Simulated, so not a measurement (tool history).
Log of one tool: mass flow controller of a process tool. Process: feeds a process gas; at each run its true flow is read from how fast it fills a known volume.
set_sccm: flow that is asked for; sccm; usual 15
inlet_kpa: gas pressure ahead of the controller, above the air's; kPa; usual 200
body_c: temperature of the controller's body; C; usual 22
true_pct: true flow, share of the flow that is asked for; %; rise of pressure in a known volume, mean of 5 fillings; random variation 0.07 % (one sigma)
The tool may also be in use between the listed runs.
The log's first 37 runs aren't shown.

run      day  set_sccm  inlet_kpa  body_c  hours of work since the controller was set to zero  hours of work since the controller was changed  true_pct
 38  599.088        21        269      22                                                4591                                            4591    100.49
 39  614.021        15        258      25                                                4831                                            4831     99.98
     627.058  -- controller exchanged for a calibrated one
 40  635.788         5        170      39                                                 140                                             140     99.03
 41  649.879         5        170      39                                                 367                                             367     98.98
 42  660.617        24        170      21                                                 540                                             540    101.71
 43  669.654        40        200      26                                                 685                                             685    102.19
 44  682.150        42        205      22                                                 886                                             886    102.65
 45  693.833        14        147      27                                                1074                                            1074    100.91
 46  708.029        10        244      21                                                1302                                            1302    100.86
 47  722.954        13        254      27                                                1542                                            1542    100.67
 48  735.329         9        183      36                                                1742                                            1742    100.08

4 ways to go on from here, each from the tool as it stands after run 48. What would each give?
  A  748.321        41        142      22                                                1951                                            1951         ?
  B  748.321        22        183      36                                                1951                                            1951         ?
  C  748.321         6        201      25                                                1951                                            1951         ?
  D  748.321         9        183      26                                                1951                                            1951         ?

run  true_pct
  A    103.49
  B    100.93
  C    100.66
  D    101.04
Without the tool's hidden state the same runs would have given:
run  true_pct
  A    100.05
  B     97.57
  C     97.33
  D     97.70

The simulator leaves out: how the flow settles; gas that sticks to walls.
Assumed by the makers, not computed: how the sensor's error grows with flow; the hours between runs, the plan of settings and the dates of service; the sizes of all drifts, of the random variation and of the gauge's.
